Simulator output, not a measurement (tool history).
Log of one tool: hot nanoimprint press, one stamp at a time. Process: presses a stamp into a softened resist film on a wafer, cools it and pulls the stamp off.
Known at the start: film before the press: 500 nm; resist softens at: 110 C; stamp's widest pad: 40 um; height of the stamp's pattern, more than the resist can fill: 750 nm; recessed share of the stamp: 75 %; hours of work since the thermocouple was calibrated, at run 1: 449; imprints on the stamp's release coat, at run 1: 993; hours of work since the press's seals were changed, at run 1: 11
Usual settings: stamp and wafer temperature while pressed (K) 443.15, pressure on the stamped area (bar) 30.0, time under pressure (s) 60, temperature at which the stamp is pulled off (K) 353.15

| run | hour | stamp and wafer temperature while pressed (K) | pressure on the stamped area (bar) | time under pressure (s) | temperature at which the stamp is pulled off (K) | hours of work since the thermocouple was calibrated | imprints on the stamp's release coat | hours of work since the press's seals were changed | resist left under the stamp's widest pad (nm) | greatest force while the stamp is pulled off (N) |
|---|---|---|---|---|---|---|---|---|---|---|
| 1 | 0.0 | 443.15 | 30.0 | 60 | 353.15 | 449 | 993 | 11 | 208.0 | 138 |
| 2 | 36.7 | 443.15 | 30.0 | 60 | 353.15 | 468 | 1066 | 30 | 207.5 | 138 |
| 3 | 104.2 | 443.15 | 30.0 | 65 | 353.15 | 503 | 1200 | 66 | 198.6 | 140 |
| 4 | 158.3 | 443.15 | 28.1 | 60 | 353.15 | 531 | 1307 | 94 | 214.3 | 141 |
|  | 183.5 | plate thermocouple calibrated |
|  | 214.6 | stamp cleaned and given a new release coat |
| 5 | 246.0 | 443.15 | 30.0 | 110 | 353.15 | 29 | 62 | 135 | 164.3 | 134 |
| 6 | 335.4 | 443.15 | 30.0 | 110 | 342.15 | 76 | 240 | 182 | 165.5 | 186 |
| 7 | 378.8 | 443.15 | 32.2 | 60 | 353.15 | 99 | 325 | 204 | 200.6 | 137 |
| 8 | 424.7 | 443.15 | 32.2 | 60 | 353.15 | 123 | 416 | 228 | 200.8 | 136 |
| 9 | 510.9 | 443.15 | 30.0 | 44 | 353.15 | 167 | 587 | 273 | 232.8 | 143 |
| 10 | 597.7 | 443.15 | 21.4 | 44 | 353.15 | 213 | 759 | 318 | 273.5 | 136 |
| 11 | 652.2 | 443.15 | 21.4 | 44 | 350.15 | 241 | 867 | 347 | 274.6 | 154 |
| 12 | 706.6 | 450.15 | 30.0 | 60 | 353.15 | 269 | 975 | 375 | 146.3 | 144 |
| 13 | 782.7 | 450.15 | 30.0 | 60 | 353.15 | 309 | 1125 | 415 | 147.7 | 141 |
| 14 | 855.8 | 443.15 | 22.2 | 60 | 339.15 | 347 | 1270 | 453 | 245.7 | 194 |
|  | 922.4 | stamp cleaned and given a new release coat |
| 15 | 937.4 | 445.15 | 36.3 | 94 | 341.15 | 387 | 30 | 492 | 144.1 | 195 |
| 16 | 991.8 | 444.15 | 22.8 | 39 | 353.15 | 415 | 138 | 520 | 266.2 | 141 |
| 17 | 1054.5 | 444.15 | 23.2 | 39 | 348.15 | 448 | 262 | 553 | 267.5 | 160 |
| 18 | 1114.9 | 449.15 | 47.5 | 73 | 353.15 | 479 | 381 | 585 | 110.5 | 140 |
| 19 | 1187.1 | 449.15 | 47.5 | 73 | 353.15 | 517 | 524 | 622 | 108.8 | 138 |
|  | 1235.4 | plate thermocouple calibrated |
| 20 | 1246.6 | 437.15 | 47.5 | 45 | 355.15 | 6 | 636 | 652 | 247.1 | 128 |
| 21 | 1314.2 | 437.15 | 47.5 | 45 | 355.15 | 41 | 770 | 687 | 245.0 | 131 |
| 22 | 1384.2 | 443.15 | 26.4 | 60 | 347.15 | 78 | 909 | 723 | 223.6 | 164 |
| 23 | 1454.1 | 443.15 | 34.7 | 94 | 353.15 | 114 | 1047 | 760 | 164.4 | 142 |

5 ways to go on from here, each from the tool as it stands after run 23. What would each give?
| A | 1538.5 | 443.15 | 26.7 | 60 | 353.15 | 158 | 1214 | 804 | ? | ? |
| B | 1538.5 | 443.15 | 21.5 | 84 | 355.15 | 158 | 1214 | 804 | ? | ? |
| C | 1538.5 | 443.15 | 23.2 | 60 | 353.15 | 158 | 1214 | 804 | ? | ? |
| D | 1538.5 | 437.15 | 30.0 | 60 | 359.15 | 158 | 1214 | 804 | ? | ? |
| E | 1538.5 | 443.15 | 32.1 | 60 | 343.15 | 158 | 1214 | 804 | ? | ? |

| run | resist left under the stamp's widest pad (nm) | greatest force while the stamp is pulled off (N) |
|---|---|---|
| A | 226.0 | 137 |
| B | 224.8 | 138 |
| C | 242.4 | 135 |
| D | 283.9 | 113 |
| E | 204.7 | 181 |
Without the tool's hidden state the same runs would have given:
| run | resist left under the stamp's widest pad (nm) | greatest force while the stamp is pulled off (N) |
|---|---|---|
| A | 220.0 | 135 |
| B | 218.9 | 136 |
| C | 236.0 | 134 |
| D | 276.4 | 112 |
| E | 199.3 | 179 |
